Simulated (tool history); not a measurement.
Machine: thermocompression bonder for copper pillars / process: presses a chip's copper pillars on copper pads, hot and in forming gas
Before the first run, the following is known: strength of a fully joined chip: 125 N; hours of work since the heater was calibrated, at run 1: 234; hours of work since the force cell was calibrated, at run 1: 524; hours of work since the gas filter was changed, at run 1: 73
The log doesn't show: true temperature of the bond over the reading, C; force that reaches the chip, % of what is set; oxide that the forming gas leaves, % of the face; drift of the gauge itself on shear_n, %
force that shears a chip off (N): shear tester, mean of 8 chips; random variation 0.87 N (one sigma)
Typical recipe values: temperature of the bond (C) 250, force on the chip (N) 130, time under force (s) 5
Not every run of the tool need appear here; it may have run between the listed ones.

run    hour  temperature of the bond (C)  force on the chip (N)  time under force (s)  hours of work since the heater was calibrated  hours of work since the force cell was calibrated  hours of work since the gas filter was changed  force that shears a chip off (N)
  1     0.0                          250                    130                     5                                            234                                                524                                              73                              67.2
  2    56.3                          250                    130                     5                                            277                                                567                                             116                              65.4
  3    94.4                          270                    130                     5                                            306                                                596                                             145                              84.7
  4   130.4                          226                    130                     5                                            333                                                624                                             172                              41.8
  5   176.2                          252                    130                     5                                            368                                                659                                             207                              64.6
  6   217.5                          250                    130                     5                                            400                                                690                                             239                              62.9
      220.5  -- forming gas filter changed
  7   245.1                          250                    130                     5                                            420                                                711                                              19                              65.3
  8   294.8                          250                    133                     5                                            458                                                748                                              57                              64.5
  9   341.7                          250                    133                     5                                            494                                                784                                              92                              64.4
 10   379.1                          250                    189                     5                                            523                                                813                                             121                              80.8
 11   423.0                          250                    189                     5                                            556                                                846                                             154                              81.7
 12   449.0                          250                    130                     5                                            576                                                866                                             174                              62.1
 13   484.0                          250                    130                     5                                            602                                                893                                             201                              61.3
 14   526.3                          250                    130                     4                                            635                                                925                                             233                              56.4
      537.6  -- forming gas filter changed
 15   563.8                          250                    130                    12                                            663                                                953                                              20                              82.8
 16   594.5                          271                    130                     5                                            686                                                976                                              43                              83.3
 17   621.3                          271                    130                     5                                            707                                                997                                              64                              83.2
 18   657.9                          250                    130                     5                                            735                                               1025                                              92                              61.7
 19   685.5                          250                    130                     5                                            756                                               1046                                             113                              61.7
 20   725.3                          250                    130                     5                                            786                                               1076                                             143                              60.4
 21   756.9                          250                     99                     7                                            810                                               1100                                             167                              54.1
 22   788.6                          224                    130                     4                                            834                                               1124                                             191                              33.6
 23   821.5                          250                    130                     6                                            859                                               1149                                             216                              62.3
      855.3  -- forming gas filter changed
 24   871.8                          263                    177                     5                                            897                                               1187                                              13                              89.8
 25   917.1                          263                    177                     5                                            932                                               1222                                              47                              89.1
 26   948.5                          263                    130                     3                                            956                                               1246                                              71                              60.4
      990.2  -- force cell calibrated
 27  1007.8                          271                    141                     3                                           1000                                                 13                                             115                              74.5
 28  1067.1                          250                    115                     5                                           1045                                                 59                                             160                              53.8
 29  1105.4                          253                    185                     4                                           1074                                                 88                                             189                              77.1
 30  1147.5                          224                    150                    13                                           1106                                                120                                             221                              58.9
     1172.3  -- forming gas filter changed
 31  1172.4                          224                    107                     9                                           1125                                                138                                               0                              39.4
 32  1212.2                          250                    130                    13                                           1155                                                169                                              30                              82.9
 33  1256.0                          257                     81                     6                                           1188                                                202                                              64                              48.1
 34  1294.5                          250                    104                    14                                           1218                                                231                                              93                              71.4
 35  1348.1                          251                    130                     4                                           1258                                                272                                             134                              56.8
 36  1385.8                          272                    137                     4                                           1287                                                301                                             163                              78.6
 37  1427.8                          242                    166                    10                                           1319                                                333                                             195                              76.8
 38  1472.0                          242                    166                     4                                           1353                                                367                                             228                              56.6
     1488.6  -- forming gas filter changed
 39  1505.6                          242                    166                     4                                           1378                                                392                                              13                              60.4
 40  1562.4                          242                    166                     4                                           1421                                                435                                              56                              57.2

What differs in the tool's unlogged condition from the final listed run ahead of each entry between runs to the first listed run following it?
From run 6 to run 7: forming gas filter changed (hour 220.5)
  true temperature of the bond over the reading, C: -3 -> -3.2; force that reaches the chip, % of what is set: 96.2 -> 96.1; oxide that the forming gas leaves, % of the face: 4.2 -> 0.82
  what was measured, less what the result would be without the hidden state, force that shears a chip off (N): -7.5 -> -5.5
From run 14 to run 15: forming gas filter changed (hour 537.6)
  true temperature of the bond over the reading, C: -4.9 -> -5.1; force that reaches the chip, % of what is set: 95 -> 94.9; oxide that the forming gas leaves, % of the face: 4.02 -> 0.82
  what was measured, less what the result would be without the hidden state, force that shears a chip off (N): -9.6 -> -8.2
From run 23 to run 24: forming gas filter changed (hour 855.3)
  true temperature of the bond over the reading, C: -6.7 -> -7; force that reaches the chip, % of what is set: 93.9 -> 93.7; oxide that the forming gas leaves, % of the face: 3.66 -> 0.96
  what was measured, less what the result would be without the hidden state, force that shears a chip off (N): -12.0 -> -10.0
From run 26 to run 27: force cell calibrated (hour 990.2)
  true temperature of the bond over the reading, C: -7.4 -> -7.8; force that reaches the chip, % of what is set: 93.5 -> 99.9; oxide that the forming gas leaves, % of the face: 1.84 -> 2.5
  what was measured, less what the result would be without the hidden state, force that shears a chip off (N): -11.4 -> -9.0
From run 30 to run 31: forming gas filter changed (hour 1172.3)
  true temperature of the bond over the reading, C: -8.6 -> -8.8; force that reaches the chip, % of what is set: 99.4 -> 99.3; oxide that the forming gas leaves, % of the face: 4.14 -> 0.58
  what was measured, less what the result would be without the hidden state, force that shears a chip off (N): -12.1 -> -8.0
From run 38 to run 39: forming gas filter changed (hour 1488.6)
  true temperature of the bond over the reading, C: -10.6 -> -10.8; force that reaches the chip, % of what is set: 98.2 -> 98.1; oxide that the forming gas leaves, % of the face: 3.9 -> 0.83
  what was measured, less what the result would be without the hidden state, force that shears a chip off (N): -13.9 -> -12.6

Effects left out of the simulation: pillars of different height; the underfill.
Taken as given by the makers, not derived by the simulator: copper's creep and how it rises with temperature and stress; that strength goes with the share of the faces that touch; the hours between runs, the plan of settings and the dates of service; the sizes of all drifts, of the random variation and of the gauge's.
